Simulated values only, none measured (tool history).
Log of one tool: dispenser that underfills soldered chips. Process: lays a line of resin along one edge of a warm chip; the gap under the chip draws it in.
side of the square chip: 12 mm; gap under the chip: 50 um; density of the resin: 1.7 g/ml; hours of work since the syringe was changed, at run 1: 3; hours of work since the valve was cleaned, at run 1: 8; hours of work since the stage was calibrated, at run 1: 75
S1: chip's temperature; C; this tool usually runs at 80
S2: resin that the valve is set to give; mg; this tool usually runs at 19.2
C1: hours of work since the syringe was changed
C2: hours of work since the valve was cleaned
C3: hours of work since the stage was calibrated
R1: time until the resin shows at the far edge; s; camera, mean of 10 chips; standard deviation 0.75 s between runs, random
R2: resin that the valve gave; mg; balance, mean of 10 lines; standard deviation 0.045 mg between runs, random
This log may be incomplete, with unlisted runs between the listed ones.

{"run": 1, "hour": 0.0, "S1": 80, "S2": 19.2, "C1": 3, "C2": 8, "C3": 75, "R1": 88.6, "R2": 19.09}
{"hour": 5.8, "done": "new syringe of resin"}
{"run": 2, "hour": 7.6, "S1": 80, "S2": 19.2, "C1": 1, "C2": 13, "C3": 81, "R1": 77.8, "R2": 19.1}
{"run": 3, "hour": 13.2, "S1": 80, "S2": 19.2, "C1": 5, "C2": 17, "C3": 85, "R1": 106.7, "R2": 18.96}
{"hour": 15.5, "done": "new syringe of resin"}
{"run": 4, "hour": 17.4, "S1": 80, "S2": 19.2, "C1": 1, "C2": 20, "C3": 87, "R1": 78.5, "R2": 18.96}
{"run": 5, "hour": 22.0, "S1": 80, "S2": 19.2, "C1": 5, "C2": 23, "C3": 91, "R1": 100.2, "R2": 18.92}
{"hour": 25.2, "done": "new syringe of resin"}
{"run": 6, "hour": 28.9, "S1": 80, "S2": 19.2, "C1": 3, "C2": 28, "C3": 95, "R1": 85.6, "R2": 18.91}
{"hour": 35.0, "done": "new syringe of resin"}
{"run": 7, "hour": 36.9, "S1": 80, "S2": 18.9, "C1": 1, "C2": 34, "C3": 101, "R1": 77.2, "R2": 18.56}
{"run": 8, "hour": 42.6, "S1": 88, "S2": 17.9, "C1": 6, "C2": 38, "C3": 105, "R1": 80.3, "R2": 17.52}
{"hour": 44.6, "done": "new syringe of resin"}
{"run": 9, "hour": 50.7, "S1": 74, "S2": 24.2, "C1": 4, "C2": 43, "C3": 111, "R1": 126.4, "R2": 23.48}
{"hour": 54.2, "done": "new syringe of resin"}
{"run": 10, "hour": 55.0, "S1": 81, "S2": 21.6, "C1": 1, "C2": 46, "C3": 114, "R1": 72.5, "R2": 20.93}

Run 11 has not been measured yet. What should we expect?
{"hour": 59.9, "done": "dispensing valve cleaned and set on the balance"}
{"run": 11, "hour": 63.1, "S1": 88, "S2": 21.6, "C1": 6, "C2": 2, "C3": 119, "R1": "?", "R2": "?"}

R1: 83.6 s
R2: 21.49 mg
Take away the tool's hidden state, keep the run-to-run variation as it was, and the same run would have given R1 51.0 s, R2 21.55 mg.
